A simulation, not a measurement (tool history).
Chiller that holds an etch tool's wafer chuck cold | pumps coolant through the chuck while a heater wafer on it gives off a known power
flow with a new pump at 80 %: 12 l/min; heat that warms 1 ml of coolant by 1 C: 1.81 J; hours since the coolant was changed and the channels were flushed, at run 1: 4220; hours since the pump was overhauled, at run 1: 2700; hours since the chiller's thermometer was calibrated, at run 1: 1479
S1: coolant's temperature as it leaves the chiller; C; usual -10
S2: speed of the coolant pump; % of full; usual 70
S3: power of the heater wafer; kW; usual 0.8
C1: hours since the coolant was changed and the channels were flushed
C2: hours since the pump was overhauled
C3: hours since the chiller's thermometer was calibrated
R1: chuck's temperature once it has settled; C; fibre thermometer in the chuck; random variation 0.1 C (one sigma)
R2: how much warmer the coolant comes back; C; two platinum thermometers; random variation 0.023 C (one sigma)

{"run": 1, "day": 0.0, "S1": -10, "S2": 70, "S3": 0.8, "C1": 4220, "C2": 2700, "C3": 1479, "R1": -3.8, "R2": 2.61}
{"run": 2, "day": 2.079, "S1": -10, "S2": 94, "S3": 0.8, "C1": 4270, "C2": 2750, "C3": 1529, "R1": -5, "R2": 1.86}
{"run": 3, "day": 3.867, "S1": -10, "S2": 94, "S3": 0.8, "C1": 4313, "C2": 2792, "C3": 1571, "R1": -5.1, "R2": 1.83}
{"run": 4, "day": 7.129, "S1": -10, "S2": 94, "S3": 0.8, "C1": 4391, "C2": 2871, "C3": 1650, "R1": -5.1, "R2": 1.85}
{"run": 5, "day": 9.6, "S1": -10, "S2": 94, "S3": 0.8, "C1": 4451, "C2": 2930, "C3": 1709, "R1": -5.2, "R2": 1.86}
{"run": 6, "day": 11.079, "S1": -10, "S2": 94, "S3": 0.8, "C1": 4486, "C2": 2966, "C3": 1744, "R1": -5.2, "R2": 1.85}
{"run": 7, "day": 14.029, "S1": -10, "S2": 70, "S3": 0.8, "C1": 4557, "C2": 3036, "C3": 1815, "R1": -3.6, "R2": 2.58}
{"run": 8, "day": 17.071, "S1": -10, "S2": 70, "S3": 0.479, "C1": 4630, "C2": 3109, "C3": 1888, "R1": -6.2, "R2": 1.52}
{"run": 9, "day": 19.488, "S1": -10, "S2": 70, "S3": 0.479, "C1": 4688, "C2": 3167, "C3": 1946, "R1": -6.3, "R2": 1.54}
{"run": 10, "day": 20.883, "S1": -10, "S2": 70, "S3": 0.479, "C1": 4722, "C2": 3201, "C3": 1980, "R1": -6.2, "R2": 1.56}
{"run": 11, "day": 23.117, "S1": -10, "S2": 70, "S3": 0.479, "C1": 4775, "C2": 3254, "C3": 2033, "R1": -6.2, "R2": 1.54}
{"run": 12, "day": 24.617, "S1": -17, "S2": 62, "S3": 0.734, "C1": 4811, "C2": 3290, "C3": 2069, "R1": -10.5, "R2": 2.69}
{"run": 13, "day": 26.425, "S1": -17, "S2": 62, "S3": 0.502, "C1": 4855, "C2": 3334, "C3": 2113, "R1": -12.5, "R2": 1.87}
{"run": 14, "day": 28.767, "S1": -17, "S2": 62, "S3": 0.502, "C1": 4911, "C2": 3390, "C3": 2169, "R1": -12.6, "R2": 1.89}

The next listed run, before its measurement:
{"run": 15, "day": 30.229, "S1": -17, "S2": 62, "S3": 0.502, "C1": 4946, "C2": 3425, "C3": 2204, "R1": "?", "R2": "?"}

{"run 15": {"R1": -12.4, "R2": 1.85}}
Without the tool's hidden state the same run would have given R1 -12.4 C, R2 1.84 C.
